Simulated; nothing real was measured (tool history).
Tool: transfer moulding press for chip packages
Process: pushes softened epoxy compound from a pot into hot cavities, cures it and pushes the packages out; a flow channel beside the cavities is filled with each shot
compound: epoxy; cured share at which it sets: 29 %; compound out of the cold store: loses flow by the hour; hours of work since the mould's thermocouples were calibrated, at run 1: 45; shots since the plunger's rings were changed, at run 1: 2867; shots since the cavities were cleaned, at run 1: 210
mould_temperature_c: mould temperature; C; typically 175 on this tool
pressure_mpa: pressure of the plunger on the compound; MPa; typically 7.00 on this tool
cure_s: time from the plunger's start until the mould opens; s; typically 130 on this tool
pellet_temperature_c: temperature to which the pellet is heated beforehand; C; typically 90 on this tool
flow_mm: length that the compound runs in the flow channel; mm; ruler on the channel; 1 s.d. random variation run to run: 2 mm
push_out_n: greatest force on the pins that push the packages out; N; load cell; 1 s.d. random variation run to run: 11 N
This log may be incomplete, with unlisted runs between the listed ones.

run	hour	mould_temperature_c	pressure_mpa	cure_s	pellet_temperature_c	hours of work since the mould's thermocouples were calibrated	shots since the plunger's rings were changed	shots since the cavities were cleaned	incoming compound's hours out of the cold store	flow_mm	push_out_n
1	0.0	175	7.00	130	90	45	2867	210	18.3	718	760
2	22.0	175	7.00	130	90	57	3053	396	47.8	602	860
# hour 35.8: cavities cleaned with cleaning compound and waxed
3	54.9	175	6.97	130	90	75	3318	162	24.5	685	1115
4	77.2	175	6.97	130	90	87	3507	351	35.4	639	1119
# hour 95.1: cavities cleaned with cleaning compound and waxed
5	97.5	175	7.33	130	90	97	3665	20	18.6	728	541
# hour 117.2: plunger's sealing rings changed
6	129.4	175	7.33	130	85	114	103	268	17.5	766	820
# hour 156.9: cavities cleaned with cleaning compound and waxed
7	160.2	175	7.00	130	90	130	351	28	36.6	669	534
8	182.7	175	7.00	130	90	142	541	218	22.7	721	753
9	208.1	175	7.00	111	90	156	755	432	28.3	694	1194
# hour 216.9: cavities cleaned with cleaning compound and waxed
# hour 240.1: cavities cleaned with cleaning compound and waxed, once more
10	240.4	175	7.00	111	90	172	1002	2	43.9	635	604
11	275.0	175	7.00	111	90	191	1295	295	9.0	775	1104
# hour 299.1: cavities cleaned with cleaning compound and waxed
12	304.8	175	7.00	111	90	207	1533	48	10.8	768	821
13	336.3	175	7.00	111	90	224	1800	315	28.2	688	1058
14	352.1	175	7.00	130	83	233	1933	448	13.2	752	933
# hour 358.4: cavities cleaned with cleaning compound and waxed
15	371.4	175	7.00	130	83	243	2083	110	28.9	684	643
16	397.3	175	5.47	120	92	257	2302	329	44.5	545	948
17	414.1	175	7.00	167	90	267	2444	471	34.4	658	755
# hour 418.7: cavities cleaned with cleaning compound and waxed
18	447.4	175	7.51	170	85	284	2712	243	30.5	693	647
19	469.9	169	7.48	170	93	296	2902	433	15.5	779	888
# hour 480.0: cavities cleaned with cleaning compound and waxed
20	486.9	168	7.23	142	92	305	3033	59	30.3	703	799
21	512.0	175	7.77	114	90	319	3245	271	40.1	661	929
# hour 540.4: cavities cleaned with cleaning compound and waxed
22	544.7	175	7.00	132	90	336	3509	37	28.7	669	550
# hour 581.0: plunger's sealing rings changed
23	581.0	175	7.00	132	90	355	0	322	13.5	770	816
# hour 602.2: cavities cleaned with cleaning compound and waxed
24	606.5	174	5.34	120	99	368	202	36	27.2	621	674
25	632.3	171	7.11	133	95	382	420	254	29.4	719	982
26	653.3	178	8.63	133	95	394	598	432	10.4	854	827
# hour 662.6: cavities cleaned with cleaning compound and waxed
27	681.5	181	6.18	133	95	409	823	160	17.0	681	583

Here are 3 independent what-if runs from the current tool condition. What would each one return?
A	705.5	181	7.43	130	84	422	1025	362	17.4	?	?
B	705.5	167	7.00	162	90	422	1025	362	40.1	?	?
C	705.5	175	7.00	130	82	422	1025	362	36.3	?	?

run	flow_mm	push_out_n
A	743	731
B	675	1012
C	664	902
Stripped of hidden state, with their random variation kept, the same runs would have yielded:
run	flow_mm	push_out_n
A	749	411
B	680	533
C	670	486
